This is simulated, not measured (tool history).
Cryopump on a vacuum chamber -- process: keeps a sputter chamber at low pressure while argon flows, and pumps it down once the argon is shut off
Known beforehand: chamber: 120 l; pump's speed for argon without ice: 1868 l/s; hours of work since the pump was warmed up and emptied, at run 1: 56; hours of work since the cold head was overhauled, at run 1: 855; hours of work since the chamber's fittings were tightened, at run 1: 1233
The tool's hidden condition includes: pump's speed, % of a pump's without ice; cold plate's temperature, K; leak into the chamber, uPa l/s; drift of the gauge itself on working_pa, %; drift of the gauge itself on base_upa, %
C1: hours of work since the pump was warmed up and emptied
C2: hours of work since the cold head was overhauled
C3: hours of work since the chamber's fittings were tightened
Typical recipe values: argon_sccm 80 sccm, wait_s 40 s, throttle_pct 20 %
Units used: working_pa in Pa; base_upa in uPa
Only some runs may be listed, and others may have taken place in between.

run 1 hour=0 | argon_sccm=80 wait_s=40 throttle_pct=20 | C1=56 C2=855 C3=1233 | working_pa=0.3614 base_upa=1.15
run 2 hour=18 | argon_sccm=80 wait_s=152 throttle_pct=20 | C1=72 C2=871 C3=1248 | working_pa=0.3638 base_upa=0.79
run 3 hour=49.6 | argon_sccm=80 wait_s=152 throttle_pct=20 | C1=99 C2=898 C3=1275 | working_pa=0.3655 base_upa=0.83
run 4 hour=65.3 | argon_sccm=114 wait_s=40 throttle_pct=20 | C1=112 C2=911 C3=1288 | working_pa=0.5185 base_upa=1.12
run 5 hour=95.1 | argon_sccm=114 wait_s=40 throttle_pct=20 | C1=138 C2=937 C3=1314 | working_pa=0.5188 base_upa=1.15
run 6 hour=129.8 | argon_sccm=114 wait_s=40 throttle_pct=20 | C1=168 C2=966 C3=1344 | working_pa=0.5193 base_upa=1.18
run 7 hour=157.8 | argon_sccm=115 wait_s=40 throttle_pct=20 | C1=191 C2=990 C3=1368 | working_pa=0.5257 base_upa=1.18
run 8 hour=177.5 | argon_sccm=80 wait_s=40 throttle_pct=26 | C1=208 C2=1007 C3=1385 | working_pa=0.2833 base_upa=1.21
run 9 hour=200 | argon_sccm=80 wait_s=40 throttle_pct=26 | C1=228 C2=1026 C3=1404 | working_pa=0.2858 base_upa=1.24
run 10 hour=217.6 | argon_sccm=80 wait_s=40 throttle_pct=26 | C1=243 C2=1042 C3=1419 | working_pa=0.2855 base_upa=1.21
run 11 hour=242.1 | argon_sccm=80 wait_s=40 throttle_pct=18 | C1=264 C2=1062 C3=1440 | working_pa=0.4056 base_upa=1.23
run 12 hour=265.4 | argon_sccm=80 wait_s=127 throttle_pct=20 | C1=284 C2=1082 C3=1460 | working_pa=0.3694 base_upa=0.99
run 13 hour=284.8 | argon_sccm=80 wait_s=40 throttle_pct=20 | C1=300 C2=1099 C3=1476 | working_pa=0.37 base_upa=1.29
run 14 hour=301.3 | argon_sccm=80 wait_s=40 throttle_pct=20 | C1=314 C2=1113 C3=1491 | working_pa=0.3704 base_upa=1.3
run 15 hour=318.3 | argon_sccm=60 wait_s=40 throttle_pct=20 | C1=329 C2=1128 C3=1505 | working_pa=0.278 base_upa=1.3
run 16 hour=351.6 | argon_sccm=60 wait_s=40 throttle_pct=20 | C1=357 C2=1156 C3=1534 | working_pa=0.2776 base_upa=1.38
run 17 hour=383.4 | argon_sccm=80 wait_s=40 throttle_pct=37 | C1=385 C2=1183 C3=1561 | working_pa=0.2049 base_upa=1.28
run 18 hour=407 | argon_sccm=80 wait_s=152 throttle_pct=20 | C1=405 C2=1204 C3=1581 | working_pa=0.3724 base_upa=1
run 19 hour=443.4 | argon_sccm=127 wait_s=139 throttle_pct=19 | C1=436 C2=1235 C3=1612 | working_pa=0.6195 base_upa=1.1
run 20 hour=460.5 | argon_sccm=76 wait_s=40 throttle_pct=24 | C1=451 C2=1249 C3=1627 | working_pa=0.2958 base_upa=1.42
run 21 hour=487 | argon_sccm=76 wait_s=228 throttle_pct=28 | C1=473 C2=1272 C3=1650 | working_pa=0.2556 base_upa=1.06
run 22 hour=515.2 | argon_sccm=146 wait_s=32 throttle_pct=37 | C1=497 C2=1296 C3=1674 | working_pa=0.3791 base_upa=1.57
run 23 hour=539.1 | argon_sccm=146 wait_s=292 throttle_pct=37 | C1=518 C2=1317 C3=1694 | working_pa=0.3779 base_upa=1.07
run 24 hour=575.1 | argon_sccm=146 wait_s=292 throttle_pct=37 | C1=549 C2=1348 C3=1725 | working_pa=0.3819 base_upa=1.09
run 25 hour=590.7 | argon_sccm=158 wait_s=48 throttle_pct=20 | C1=562 C2=1361 C3=1738 | working_pa=0.741 base_upa=1.41
run 26 hour=610.7 | argon_sccm=158 wait_s=48 throttle_pct=20 | C1=579 C2=1378 C3=1755 | working_pa=0.7436 base_upa=1.42
run 27 hour=638.1 | argon_sccm=158 wait_s=37 throttle_pct=52 | C1=603 C2=1402 C3=1779 | working_pa=0.3019 base_upa=1.57
run 28 hour=657.4 | argon_sccm=57 wait_s=196 throttle_pct=36 | C1=619 C2=1418 C3=1795 | working_pa=0.1529 base_upa=1.18
run 29 hour=675.3 | argon_sccm=57 wait_s=21 throttle_pct=17 | C1=635 C2=1433 C3=1811 | working_pa=0.3146 base_upa=1.94
run 30 hour=697.9 | argon_sccm=57 wait_s=55 throttle_pct=58 | C1=654 C2=1453 C3=1830 | working_pa=0.0994 base_upa=1.47
run 31 hour=720.4 | argon_sccm=98 wait_s=57 throttle_pct=19 | C1=673 C2=1472 C3=1849 | working_pa=0.4878 base_upa=1.48
run 32 hour=746.6 | argon_sccm=127 wait_s=35 throttle_pct=36 | C1=696 C2=1494 C3=1872 | working_pa=0.3468 base_upa=1.63
run 33 hour=772.2 | argon_sccm=127 wait_s=26 throttle_pct=17 | C1=718 C2=1516 C3=1894 | working_pa=0.7053 base_upa=1.77
run 34 hour=792 | argon_sccm=80 wait_s=51 throttle_pct=20 | C1=734 C2=1533 C3=1911 | working_pa=0.3793 base_upa=1.47
run 35 hour=813.4 | argon_sccm=80 wait_s=51 throttle_pct=20 | C1=753 C2=1552 C3=1929 | working_pa=0.3839 base_upa=1.56

Each run again, without the hidden state but with its own random variation kept:
run=1 working_pa=0.3587 base_upa=0.6
run=2 working_pa=0.3607 base_upa=0.26
run=3 working_pa=0.3619 base_upa=0.25
run=4 working_pa=0.513 base_upa=0.56
run=5 working_pa=0.5127 base_upa=0.58
run=6 working_pa=0.5124 base_upa=0.58
run=7 working_pa=0.518 base_upa=0.57
run=8 working_pa=0.2777 base_upa=0.59
run=9 working_pa=0.2797 base_upa=0.6
run=10 working_pa=0.2791 base_upa=0.57
run=11 working_pa=0.3988 base_upa=0.57
run=12 working_pa=0.3623 base_upa=0.31
run=13 working_pa=0.3625 base_upa=0.6
run=14 working_pa=0.3626 base_upa=0.6
run=15 working_pa=0.2719 base_upa=0.58
run=16 working_pa=0.2711 base_upa=0.64
run=17 working_pa=0.1957 base_upa=0.54
run=18 working_pa=0.3627 base_upa=0.24
run=19 working_pa=0.6031 base_upa=0.31
run=20 working_pa=0.2857 base_upa=0.61
run=21 working_pa=0.245 base_upa=0.23
run=22 working_pa=0.3575 base_upa=0.71
run=23 working_pa=0.3557 base_upa=0.23
run=24 working_pa=0.3583 base_upa=0.23
run=25 working_pa=0.7149 base_upa=0.53
run=26 working_pa=0.7167 base_upa=0.52
run=27 working_pa=0.2741 base_upa=0.64
run=28 working_pa=0.1426 base_upa=0.25
run=29 working_pa=0.304 base_upa=1
run=30 working_pa=0.0885 base_upa=0.5
run=31 working_pa=0.4684 base_upa=0.51
run=32 working_pa=0.3207 base_upa=0.64
run=33 working_pa=0.6782 base_upa=0.8
run=34 working_pa=0.3619 base_upa=0.46
run=35 working_pa=0.3658 base_upa=0.51
